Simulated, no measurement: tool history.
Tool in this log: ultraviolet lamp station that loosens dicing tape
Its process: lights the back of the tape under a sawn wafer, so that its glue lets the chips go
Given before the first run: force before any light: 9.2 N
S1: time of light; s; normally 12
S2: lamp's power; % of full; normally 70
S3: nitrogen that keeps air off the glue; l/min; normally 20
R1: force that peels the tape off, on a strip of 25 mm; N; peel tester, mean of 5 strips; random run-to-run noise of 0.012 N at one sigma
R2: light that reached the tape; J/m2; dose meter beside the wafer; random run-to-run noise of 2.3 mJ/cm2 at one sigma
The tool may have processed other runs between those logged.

{"run": 1, "hour": 0.0, "S1": 12, "S2": 70, "S3": 20, "R1": 0.562, "R2": 2390}
{"run": 2, "hour": 26.4, "S1": 12, "S2": 70, "S3": 20, "R1": 0.57, "R2": 2460}
{"run": 3, "hour": 58.5, "S1": 12, "S2": 70, "S3": 20, "R1": 0.551, "R2": 2460}
{"run": 4, "hour": 81.0, "S1": 12, "S2": 70, "S3": 20, "R1": 0.55, "R2": 2470}
{"run": 5, "hour": 105.7, "S1": 12, "S2": 70, "S3": 20, "R1": 0.56, "R2": 2460}
{"run": 6, "hour": 136.5, "S1": 12, "S2": 70, "S3": 20, "R1": 0.574, "R2": 2460}
{"run": 7, "hour": 153.0, "S1": 12, "S2": 70, "S3": 20, "R1": 0.557, "R2": 2460}
{"run": 8, "hour": 185.8, "S1": 12, "S2": 70, "S3": 20, "R1": 0.568, "R2": 2460}
{"run": 9, "hour": 212.4, "S1": 11, "S2": 70, "S3": 20, "R1": 0.669, "R2": 2270}
{"run": 10, "hour": 237.6, "S1": 12, "S2": 80, "S3": 20, "R1": 0.415, "R2": 2830}
{"run": 11, "hour": 273.5, "S1": 21, "S2": 70, "S3": 20, "R1": 0.235, "R2": 4310}
{"run": 12, "hour": 296.1, "S1": 6, "S2": 62, "S3": 27, "R1": 2.245, "R2": 1070}
{"run": 13, "hour": 316.7, "S1": 13, "S2": 62, "S3": 12, "R1": 0.789, "R2": 2360}
{"run": 14, "hour": 344.0, "S1": 13, "S2": 76, "S3": 12, "R1": 0.523, "R2": 2910}
{"run": 15, "hour": 363.4, "S1": 12, "S2": 99, "S3": 20, "R1": 0.285, "R2": 3470}
{"run": 16, "hour": 393.6, "S1": 21, "S2": 99, "S3": 7, "R1": 0.227, "R2": 6040}
{"run": 17, "hour": 416.5, "S1": 7, "S2": 60, "S3": 33, "R1": 1.726, "R2": 1210}
{"run": 18, "hour": 437.2, "S1": 7, "S2": 60, "S3": 33, "R1": 1.735, "R2": 1220}
{"run": 19, "hour": 459.5, "S1": 13, "S2": 79, "S3": 20, "R1": 0.369, "R2": 3020}
{"hour": 480.3, "done": "window cleaned of glue's vapour"}
{"run": 20, "hour": 482.9, "S1": 12, "S2": 70, "S3": 19, "R1": 0.581, "R2": 2450}
{"run": 21, "hour": 504.9, "S1": 9, "S2": 80, "S3": 35, "R1": 0.635, "R2": 2120}

3 options for the next run, each taken on its own from the tool as it stands now. Forecast them:
{"run": "A", "hour": 521.2, "S1": 7, "S2": 80, "S3": 33, "R1": "?", "R2": "?"}
{"run": "B", "hour": 521.2, "S1": 11, "S2": 80, "S3": 19, "R1": "?", "R2": "?"}
{"run": "C", "hour": 521.2, "S1": 7, "S2": 99, "S3": 17, "R1": "?", "R2": "?"}

run=A R1=0.996 R2=1640
run=B R1=0.509 R2=2620
run=C R1=0.865 R2=2040
Stripped of hidden state, with their random variation kept, the same runs would have yielded:
run=A R1=0.993 R2=1650
run=B R1=0.507 R2=2620
run=C R1=0.863 R2=2040
